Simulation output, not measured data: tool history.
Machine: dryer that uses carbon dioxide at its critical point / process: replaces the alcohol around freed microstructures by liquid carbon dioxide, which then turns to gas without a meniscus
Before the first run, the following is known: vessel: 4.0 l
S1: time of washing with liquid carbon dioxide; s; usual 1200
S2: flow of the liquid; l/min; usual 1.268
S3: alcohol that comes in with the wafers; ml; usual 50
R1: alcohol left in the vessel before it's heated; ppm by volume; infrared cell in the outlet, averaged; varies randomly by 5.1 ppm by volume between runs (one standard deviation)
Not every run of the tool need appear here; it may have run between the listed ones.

Run 1, hour 0: usual settings. Result: R1 121 ppm by volume.
Run 2, hour 18.6: usual settings. Result: R1 126 ppm by volume.
Run 3, hour 43.1: usual settings. Result: R1 136 ppm by volume.
Run 4, hour 58.9: usual settings but S2 1.25 l/min. Result: R1 135 ppm by volume.
Run 5, hour 80.3: usual settings but S2 1.25 l/min. Result: R1 145 ppm by volume.
Run 6, hour 95.2: usual settings but S2 1.25 l/min. Result: R1 139 ppm by volume.
Run 7, hour 121.2: usual settings but S2 1.25 l/min. Result: R1 145 ppm by volume.
Run 8, hour 148: usual settings but S2 1.25 l/min. Result: R1 148 ppm by volume.
Run 9, hour 176.7: usual settings but S2 1.25 l/min. Result: R1 153 ppm by volume.
Run 10, hour 205: usual settings but S2 1.25 l/min. Result: R1 169 ppm by volume.
Run 11, hour 232.2: usual settings. Result: R1 172 ppm by volume.
Run 12, hour 249.5: usual settings. Result: R1 158 ppm by volume.
Run 13, hour 265: usual settings but S1 720 s. Result: R1 714 ppm by volume.
Run 14, hour 282.7: usual settings but S3 40 ml. Result: R1 144 ppm by volume.
Run 15, hour 296.3: usual settings. Result: R1 163 ppm by volume.
Run 16, hour 321.5: usual settings but S1 1500 s, S2 0.95 l/min. Result: R1 198 ppm by volume.
Run 17, hour 342.7: usual settings but S1 1080 s, S2 0.84 l/min, S3 42 ml. Result: R1 627 ppm by volume.
Run 18, hour 355.3: usual settings but S1 1080 s, S2 0.91 l/min, S3 92 ml. Result: R1 1003 ppm by volume.
Run 19, hour 371.6: usual settings but S1 1620 s, S2 1.18 l/min, S3 53 ml. Result: R1 118 ppm by volume.
Run 20, hour 387.5: usual settings but S1 1620 s, S2 1.18 l/min, S3 53 ml. Result: R1 120 ppm by volume.
Run 21, hour 408.7: usual settings but S1 1620 s, S2 1.18 l/min, S3 53 ml. Result: R1 116 ppm by volume.
Run 22, hour 423.2: usual settings but S1 840 s, S2 1.18 l/min, S3 53 ml. Result: R1 654 ppm by volume.
Run 23, hour 440.3: usual settings but S1 840 s, S2 1.08 l/min, S3 35 ml. Result: R1 403 ppm by volume.
Run 24, hour 453.1: usual settings but S1 1320 s, S2 1.82 l/min, S3 90 ml. Result: R1 102 ppm by volume.
Run 25, hour 468.3: usual settings but S1 1320 s, S2 1.82 l/min, S3 90 ml. Result: R1 111 ppm by volume.
Run 26, hour 484.1: usual settings but S1 1020 s, S3 44 ml. Result: R1 210 ppm by volume.
Run 27, hour 511.6: usual settings but S1 1860 s, S3 39 ml. Result: R1 96 ppm by volume.
Run 28, hour 541.5: usual settings but S1 840 s, S2 1.64 l/min, S3 24 ml. Result: R1 59 ppm by volume.
Run 29, hour 565.9: usual settings but S2 0.77 l/min, S3 49 ml. Result: R1 449 ppm by volume.

Put back what was entered between runs (2 entries, withheld): which listed runs does each sit between, and how does the hidden state differ from the listed run before to the listed run after?
In the gap between runs 22 and 23: inlet filter changed (hour 439.8)
  flow that reaches the vessel past the clogged filter, %: 86.4 -> 99.5; alcohol in the recycled carbon dioxide, ppm: 92.5 -> 93.3
  measured less the result without the state, R1: +306 -> +93 ppm by volume
In the gap between runs 27 and 28: purifier's bed changed (hour 529.7)
  flow that reaches the vessel past the clogged filter, %: 97.6 -> 96.9; alcohol in the recycled carbon dioxide, ppm: 97.2 -> 6.2
  measured less the result without the state, R1: +92 -> +8 ppm by volume
